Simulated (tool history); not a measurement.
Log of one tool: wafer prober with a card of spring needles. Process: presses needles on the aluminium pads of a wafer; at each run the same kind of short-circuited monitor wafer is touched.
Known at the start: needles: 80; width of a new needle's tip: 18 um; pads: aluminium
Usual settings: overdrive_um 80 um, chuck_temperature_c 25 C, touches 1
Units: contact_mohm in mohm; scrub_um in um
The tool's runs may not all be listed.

run	hour	overdrive_um	chuck_temperature_c	touches	contact_mohm	scrub_um
1	0	80	25	1	148	20
# hour 31: tips cleaned on abrasive film
2	59.7	80	25	1	174	19.96
# hour 64.7: tips cleaned on abrasive film
# hour 98.2: tips cleaned on abrasive film
3	103.8	80	25	1	152	19.92
# hour 132: tips cleaned on abrasive film
4	158.8	80	25	1	176	19.96
# hour 163.8: tips cleaned on abrasive film
# hour 194.2: tips cleaned on abrasive film
# hour 197.2: height of the first contact set anew
5	209.9	80	25	1	166	19.68
# hour 227: tips cleaned on abrasive film
# hour 258.5: tips cleaned on abrasive film
6	258.5	80	25	1	143	19.6
# hour 289.9: tips cleaned on abrasive film
7	312.5	80	25	1	174	19.58
# hour 320.8: tips cleaned on abrasive film
8	338.8	80	25	1	167	19.59
# hour 352.3: tips cleaned on abrasive film
# hour 358.1: height of the first contact set anew, once more
9	379.2	80	25	1	174	20.46
# hour 383.2: tips cleaned on abrasive film
# hour 414.6: tips cleaned on abrasive film
10	429.6	80	25	1	169	20.28
# hour 446.1: tips cleaned on abrasive film
11	475.7	80	25	1	172	20.29
# hour 478.3: tips cleaned on abrasive film
12	508.3	80	25	1	176	20.38
# hour 512.6: tips cleaned on abrasive film
# hour 545.2: tips cleaned on abrasive film
13	546	84	42	2	146	21.32
# hour 576.3: tips cleaned on abrasive film
14	598	69	25	1	180	17.49
# hour 607: tips cleaned on abrasive film
15	632.3	99	93	2	161	25.16
# hour 637.8: tips cleaned on abrasive film
# hour 671.5: tips cleaned on abrasive film
16	681.8	90	70	1	161	22.9
# hour 706.4: tips cleaned on abrasive film
17	721.5	90	70	1	165	22.7
# hour 740.8: tips cleaned on abrasive film
18	764.4	79	25	2	160	19.95
# hour 773.5: tips cleaned on abrasive film
# hour 806.6: tips cleaned on abrasive film
19	814.4	91	51	2	154	22.94
# hour 840.7: tips cleaned on abrasive film
20	854.2	60	51	1	187	14.91
# hour 873.1: tips cleaned on abrasive film
# hour 905.8: tips cleaned on abrasive film
21	905.8	60	51	1	155	15.04
# hour 939.7: tips cleaned on abrasive film
22	968.7	77	57	3	161	19.22

5 ways to go on from here, each from the tool as it stands after run 22. What would each give?
# hour 971.6: tips cleaned on abrasive film
A	994.3	77	57	3	?	?
# hour 971.6: tips cleaned on abrasive film
B	994.3	65	111	1	?	?
# hour 971.6: tips cleaned on abrasive film
C	994.3	80	25	1	?	?
# hour 971.6: tips cleaned on abrasive film
D	994.3	88	57	2	?	?
# hour 971.6: tips cleaned on abrasive film
E	994.3	77	57	1	?	?

run	contact_mohm	scrub_um
A	158	19.19
B	200	16.29
C	173	20.07
D	159	22.19
E	181	19.27
Without the tool's hidden state the same runs would have given:
run	contact_mohm	scrub_um
A	146	19.51
B	160	16.62
C	142	20.39
D	143	22.52
E	150	19.59
